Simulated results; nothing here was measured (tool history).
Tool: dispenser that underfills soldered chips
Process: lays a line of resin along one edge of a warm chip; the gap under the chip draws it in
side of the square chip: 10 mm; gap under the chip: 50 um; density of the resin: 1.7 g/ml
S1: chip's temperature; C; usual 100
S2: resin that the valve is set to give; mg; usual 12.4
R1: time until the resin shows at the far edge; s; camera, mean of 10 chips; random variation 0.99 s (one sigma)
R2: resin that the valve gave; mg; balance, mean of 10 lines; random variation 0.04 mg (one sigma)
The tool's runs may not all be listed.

run    day   S1    S2     R1     R2
  1  0.000  100  12.4  146.7  12.07
  2  0.338  100  12.4  126.8  12.04
  3  0.546  100  12.4  172.9  11.95
  4  0.729  100  12.4  116.5  12.04
  5  0.946  100  12.4  158.9  11.88
  6  1.138  100  12.4  107.1  11.91
  7  1.346  100  12.4  137.3  12.40
  8  1.642   97  12.4  129.5  12.39
  9  1.892   97  12.4  184.4  12.22
 10  2.233   97  14.9  152.1  14.70
 11  2.546   97  14.9  134.3  14.71
 12  2.925  100  12.4  106.1  12.24
 13  3.138  100  14.9  143.6  14.65
 14  3.404  100  12.5  116.3  12.27
 15  3.783  100  12.5  104.4  12.20
 16  4.154  100  12.5  177.4  12.15
 17  4.542  100  12.5  162.3  12.09
 18  4.754  110  12.4   75.3  12.03
 19  5.171   87  11.0  201.5  10.59
 20  5.617   87  11.0  194.1  11.00
 21  5.888   88  11.2  273.2  11.17
 22  6.092   95  13.9  136.4  13.73
 23  6.412   86  12.1  335.8  12.01
 24  6.621   86  12.1  240.1  12.00
 25  6.838  108  14.0  117.3  13.85
 26  7.179  108  11.8  107.0  11.62
 27  7.562  108  11.8   98.5  11.48
 28  7.838   95  14.4  133.3  14.05
 29  8.025   89  13.8  227.2  13.52
 30  8.300   89  13.8  187.1  13.42
 31  8.692  102  10.9   99.9  10.60
 32  8.883   94  13.2  180.2  12.72
 33  9.083   93  11.9  261.5  11.40
 34  9.354   93  11.9  184.8  11.91
 35  9.529  102  12.4  158.4  12.37

Not shown: 24 entries that the log had between the listed runs. Between which runs, and how does the tool's hidden state differ before and after?
Between runs 1 and 2: new syringe of resin (day 0.179)
  resin's viscosity, % of fresh resin's: 149.6 -> 127.1; dose that the valve gives, % of what is set: 97.14 -> 96.83; true chip temperature over the reading, C: -1.03 -> -1.06
  measured less the result without the state, R1: +53.6 -> +32.1 s; R2: -0.35 -> -0.39 mg
Between runs 3 and 4: new syringe of resin (day 0.633)
  resin's viscosity, % of fresh resin's: 172 -> 114.8; dose that the valve gives, % of what is set: 96.61 -> 96.44; true chip temperature over the reading, C: -1.07 -> -1.09
  measured less the result without the state, R1: +77.6 -> +20.6 s; R2: -0.42 -> -0.44 mg
Between runs 5 and 6: new syringe of resin (day 1.083)
  resin's viscosity, % of fresh resin's: 157.3 -> 107.5; dose that the valve gives, % of what is set: 96.2 -> 96.04; true chip temperature over the reading, C: -1.1 -> -1.12
  measured less the result without the state, R1: +63.3 -> +13.1 s; R2: -0.47 -> -0.49 mg
Between runs 6 and 7: dispensing valve cleaned and set on the balance (day 1.288)
  resin's viscosity, % of fresh resin's: 107.5 -> 136.6; dose that the valve gives, % of what is set: 96.04 -> 99.93; true chip temperature over the reading, C: -1.12 -> -1.13
  measured less the result without the state, R1: +13.1 -> +41.7 s; R2: -0.49 -> +0.00 mg
Between runs 7 and 8: new syringe of resin (day 1.571)
  resin's viscosity, % of fresh resin's: 136.6 -> 111.9; dose that the valve gives, % of what is set: 99.93 -> 99.65; true chip temperature over the reading, C: -1.13 -> -1.16
  measured less the result without the state, R1: +41.7 -> +19.6 s; R2: +0.00 -> -0.05 mg
Between runs 9 and 10: new syringe of resin (day 2.008)
  resin's viscosity, % of fresh resin's: 160.4 -> 137.8; dose that the valve gives, % of what is set: 99.42 -> 99.08; true chip temperature over the reading, C: -1.18 -> -1.21
  measured less the result without the state, R1: +75.8 -> +47.7 s; R2: -0.08 -> -0.13 mg
Between runs 10 and 11: new syringe of resin (day 2.438)
  resin's viscosity, % of fresh resin's: 137.8 -> 117.2; dose that the valve gives, % of what is set: 99.08 -> 98.8; true chip temperature over the reading, C: -1.21 -> -1.23
  measured less the result without the state, R1: +47.7 -> +25.9 s; R2: -0.13 -> -0.18 mg
Between runs 11 and 12: new syringe of resin (day 2.875)
  resin's viscosity, % of fresh resin's: 117.2 -> 107.1; dose that the valve gives, % of what is set: 98.8 -> 98.41; true chip temperature over the reading, C: -1.23 -> -1.26
  measured less the result without the state, R1: +25.9 -> +12.7 s; R2: -0.18 -> -0.19 mg
Between runs 13 and 14: new syringe of resin (day 3.304)
  resin's viscosity, % of fresh resin's: 145.5 -> 116.3; dose that the valve gives, % of what is set: 98.19 -> 97.94; true chip temperature over the reading, C: -1.28 -> -1.3
  measured less the result without the state, R1: +50.3 -> +22.2 s; R2: -0.27 -> -0.26 mg
Between runs 14 and 15: new syringe of resin (day 3.758)
  resin's viscosity, % of fresh resin's: 116.3 -> 103.9; dose that the valve gives, % of what is set: 97.94 -> 97.57; true chip temperature over the reading, C: -1.3 -> -1.33
  measured less the result without the state, R1: +22.2 -> +10.1 s; R2: -0.26 -> -0.30 mg
Between runs 16 and 17: new syringe of resin (day 4.208)
  resin's viscosity, % of fresh resin's: 177.5 -> 160.9; dose that the valve gives, % of what is set: 97.21 -> 96.82; true chip temperature over the reading, C: -1.37 -> -1.4
  measured less the result without the state, R1: +83.7 -> +68.3 s; R2: -0.35 -> -0.40 mg
Between runs 17 and 18: new syringe of resin (day 4.671)
  resin's viscosity, % of fresh resin's: 160.9 -> 114.6; dose that the valve gives, % of what is set: 96.82 -> 96.61; true chip temperature over the reading, C: -1.4 -> -1.42
  measured less the result without the state, R1: +68.3 -> +13.9 s; R2: -0.40 -> -0.42 mg
Between runs 18 and 19: new syringe of resin (day 5.125)
  resin's viscosity, % of fresh resin's: 114.6 -> 105.4; dose that the valve gives, % of what is set: 96.61 -> 96.24; true chip temperature over the reading, C: -1.42 -> -1.45
  measured less the result without the state, R1: +13.9 -> +25.5 s; R2: -0.42 -> -0.41 mg
Between runs 19 and 20: dispensing valve cleaned and set on the balance (day 5.233); new syringe of resin (day 5.596)
  resin's viscosity, % of fresh resin's: 105.4 -> 102.3; dose that the valve gives, % of what is set: 96.24 -> 99.82; true chip temperature over the reading, C: -1.45 -> -1.48
  measured less the result without the state, R1: +25.5 -> +17.4 s; R2: -0.41 -> -0.02 mg
Between runs 21 and 22: new syringe of resin (day 6.042)
  resin's viscosity, % of fresh resin's: 151.3 -> 106.9; dose that the valve gives, % of what is set: 99.55 -> 99.37; true chip temperature over the reading, C: -1.51 -> -1.52
  measured less the result without the state, R1: +105.3 -> +17.4 s; R2: -0.05 -> -0.09 mg
Between runs 23 and 24: new syringe of resin (day 6.471)
  resin's viscosity, % of fresh resin's: 170.5 -> 122.8; dose that the valve gives, % of what is set: 99.04 -> 98.84; true chip temperature over the reading, C: -1.55 -> -1.57
  measured less the result without the state, R1: +153.3 -> +59.1 s; R2: -0.12 -> -0.14 mg
Between runs 25 and 26: new syringe of resin (day 6.908)
  resin's viscosity, % of fresh resin's: 168.1 -> 146.2; dose that the valve gives, % of what is set: 98.62 -> 98.27; true chip temperature over the reading, C: -1.59 -> -1.61
  measured less the result without the state, R1: +51.8 -> +38.9 s; R2: -0.19 -> -0.21 mg
Between runs 26 and 27: new syringe of resin (day 7.350)
  resin's viscosity, % of fresh resin's: 146.2 -> 135.3; dose that the valve gives, % of what is set: 98.27 -> 97.9; true chip temperature over the reading, C: -1.61 -> -1.65
  measured less the result without the state, R1: +38.9 -> +30.8 s; R2: -0.21 -> -0.25 mg
Between runs 27 and 28: new syringe of resin (day 7.792)
  resin's viscosity, % of fresh resin's: 135.3 -> 105.7; dose that the valve gives, % of what is set: 97.9 -> 97.63; true chip temperature over the reading, C: -1.65 -> -1.67
  measured less the result without the state, R1: +30.8 -> +16.7 s; R2: -0.25 -> -0.34 mg
Between runs 29 and 30: new syringe of resin (day 8.242)
  resin's viscosity, % of fresh resin's: 138.8 -> 110.7; dose that the valve gives, % of what is set: 97.45 -> 97.2; true chip temperature over the reading, C: -1.69 -> -1.71
  measured less the result without the state, R1: +76.4 -> +31.8 s; R2: -0.35 -> -0.39 mg
Between runs 30 and 31: new syringe of resin (day 8.671)
  resin's viscosity, % of fresh resin's: 110.7 -> 102.3; dose that the valve gives, % of what is set: 97.2 -> 96.81; true chip temperature over the reading, C: -1.71 -> -1.74
  measured less the result without the state, R1: +31.8 -> +10.4 s; R2: -0.39 -> -0.34 mg
Between runs 33 and 34: new syringe of resin (day 9.133); dispensing valve cleaned and set on the balance (day 9.175)
  resin's viscosity, % of fresh resin's: 180.1 -> 130.7; dose that the valve gives, % of what is set: 96.42 -> 99.45; true chip temperature over the reading, C: -1.78 -> -1.8
  measured less the result without the state, R1: +128.5 -> +54.7 s; R2: -0.42 -> -0.06 mg
